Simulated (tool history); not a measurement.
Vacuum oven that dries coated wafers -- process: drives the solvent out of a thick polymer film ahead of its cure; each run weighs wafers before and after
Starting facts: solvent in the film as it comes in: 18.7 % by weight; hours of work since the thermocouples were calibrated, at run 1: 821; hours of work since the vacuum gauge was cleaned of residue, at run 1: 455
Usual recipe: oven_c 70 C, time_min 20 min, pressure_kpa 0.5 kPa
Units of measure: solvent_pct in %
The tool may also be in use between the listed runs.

run,hour,oven_c,time_min,pressure_kpa,hours of work since the thermocouples were calibrated,hours of work since the vacuum gauge was cleaned of residue,solvent_pct
1,0,70,20,0.5,821,455,4.38
2,10.6,70,17,0.5,827,461,5.31
3,24.1,57,20,0.5,835,469,9.12
4,40.2,63,20,0.5,845,479,7
5,52.6,63,20,0.5,853,487,7
6,66.6,63,36,0.5,862,496,3.77
7,80.4,63,36,0.5,870,504,3.76
8,95.5,63,36,0.5,880,513,3.75
9,105.7,63,36,0.5,886,520,3.76
10,117.1,75,20,0.5,893,527,2.72
11,129,75,20,0.5,900,534,2.74
12,148.8,70,20,0.5,912,546,4.41
13,165.9,70,20,0.869,923,557,4.49
14,174.9,70,20,0.5,928,562,4.33
15,187.4,70,20,0.5,936,570,4.44
16,206.3,70,20,0.5,948,582,4.42
17,223.6,70,20,0.5,958,592,4.38
18,240,70,27,0.5,969,603,2.88
19,253.4,82,23,0.5,977,611,0.72
20,263.1,80,23,0.264,983,617,1.05
21,281.5,68,12,0.86,994,628,7.97
22,296.6,82,33,0.36,1003,637,0.24
23,311.3,82,33,0.36,1012,646,0.22
24,319.5,75,20,0.5,1018,652,2.79
25,337.7,59,11,1.249,1029,663,11.18
26,346.9,59,11,1.249,1034,668,11.23
# hour 351.5: oven's thermocouples calibrated
27,363.3,59,20,0.272,7,677,8.41
28,374.5,57,19,1.018,14,684,9.45
29,384.2,69,14,1.721,20,690,6.86
30,397.8,69,14,1.721,29,699,6.9
31,412,57,11,0.553,37,707,11.61
32,422,57,11,0.553,43,714,11.62
33,432.8,57,11,0.553,50,720,11.48
34,443.9,73,20,0.5,57,727,3.35
35,455.8,73,20,0.5,64,734,3.41

Forecast each of these 3 alternatives for the next run:
A,469.1,83,22,1.382,72,743,?
B,469.1,73,15,0.294,72,743,?
C,469.1,74,20,0.826,72,743,?

run,solvent_pct
A,0.89
B,4.88
C,3.13
With the hidden condition removed and each run's random variation left untouched, the same runs would have given:
run,solvent_pct
A,0.89
B,4.88
C,3.13

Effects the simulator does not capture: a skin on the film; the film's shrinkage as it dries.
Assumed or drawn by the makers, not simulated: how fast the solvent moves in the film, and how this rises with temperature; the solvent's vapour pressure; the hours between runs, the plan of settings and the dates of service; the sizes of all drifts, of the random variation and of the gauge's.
